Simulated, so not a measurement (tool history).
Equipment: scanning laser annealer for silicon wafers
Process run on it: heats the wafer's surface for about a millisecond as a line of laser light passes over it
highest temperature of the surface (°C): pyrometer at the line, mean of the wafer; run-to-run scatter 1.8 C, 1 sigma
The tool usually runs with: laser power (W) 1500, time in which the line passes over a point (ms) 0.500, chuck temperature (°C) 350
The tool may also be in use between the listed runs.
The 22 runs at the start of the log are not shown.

| run | hour | laser power (W) | time in which the line passes over a point (ms) | chuck temperature (°C) | highest temperature of the surface (°C) |
|---|---|---|---|---|---|
| 23 | 401.4 | 1516 | 0.500 | 386 | 1086 |
| 24 | 421.7 | 1516 | 0.500 | 386 | 1089 |
| 25 | 436.0 | 1500 | 0.502 | 350 | 1042 |
| 26 | 455.4 | 1620 | 0.492 | 315 | 1063 |
| 27 | 477.9 | 1620 | 0.492 | 315 | 1059 |
| 28 | 490.7 | 1473 | 0.472 | 348 | 1000 |
| 29 | 503.4 | 1473 | 0.472 | 348 | 997 |
| 30 | 526.0 | 1419 | 0.472 | 326 | 951 |
| 31 | 537.6 | 1419 | 0.472 | 326 | 949 |
| 32 | 558.6 | 1353 | 0.357 | 369 | 873 |
| 33 | 576.5 | 1353 | 0.357 | 369 | 877 |
| 34 | 592.8 | 1404 | 0.473 | 350 | 966 |
| 35 | 612.7 | 1404 | 0.473 | 350 | 964 |

Here are 3 independent what-if runs from the current tool condition. What would each one return?
| A | 622.8 | 1404 | 0.477 | 357 | ? |
| B | 622.8 | 1331 | 0.410 | 316 | ? |
| C | 622.8 | 1404 | 0.380 | 350 | ? |

| run | highest temperature of the surface (°C) |
|---|---|
| A | 974 |
| B | 847 |
| C | 891 |
Take away the tool's hidden state, keep each run's random variation, and the runs would have read:
| run | highest temperature of the surface (°C) |
|---|---|
| A | 999 |
| B | 869 |
| C | 913 |
